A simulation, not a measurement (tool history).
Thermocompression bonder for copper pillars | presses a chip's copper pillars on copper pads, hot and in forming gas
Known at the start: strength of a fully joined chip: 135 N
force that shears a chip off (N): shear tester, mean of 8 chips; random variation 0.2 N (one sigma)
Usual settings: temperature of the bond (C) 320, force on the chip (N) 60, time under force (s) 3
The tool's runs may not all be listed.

run   hour  temperature of the bond (C)  force on the chip (N)  time under force (s)  force that shears a chip off (N)
  1      0                          320                     60                     3                              69.4
  2   40.9                          320                     60                     3                              69.7
  3  104.6                          320                     60                     3                              69.2
  4  166.2                          320                     37                     3                              41.6
  5  204.2                          320                     37                     3                              41.6
  6  237.6                          348                     60                     3                              85.6
  7  305.3                          348                     60                     3                              84.8
  8  378.9                          348                     60                     3                                85
  9  408.6                          301                     60                     3                              58.1
 10  442.9                          301                     60                     3                              57.9
 11  492.4                          310                     56                     3                              58.7
 12  540.9                          310                     69                     3                              72.2
 13  578.4                          320                     43                     3                              48.9
 14  621.9                          320                     49                     2                              48.4
 15  672.8                          320                     49                     2                              47.9
 16  710.7                          290                     60                     5                              62.8
 17  779.9                          320                     44                     8                              71.2
     807.4  -- forming gas filter changed
 18  810.2                          307                     46                     6                              60.1
 19    849                          307                     78                     6                              95.3
 20  916.9                          324                     49                     4                              64.2

The same runs without the tool's hidden state, with the same run-to-run variation:
The hidden state here: true temperature of the bond over the reading, C; force that reaches the chip, % of what is set; oxide that the forming gas leaves, % of the face; drift of the gauge itself on shear_n, %.
run  force that shears a chip off (N)
  1                              69.3
  2                              69.6
  3                              69.3
  4                              41.6
  5                              41.7
  6                              85.9
  7                              85.1
  8                              85.4
  9                              58.4
 10                              58.2
 11                                59
 12                              72.7
 13                              49.3
 14                              48.8
 15                              48.4
 16                              63.4
 17                              71.9
 18                              60.6
 19                              96.3
 20                              64.9
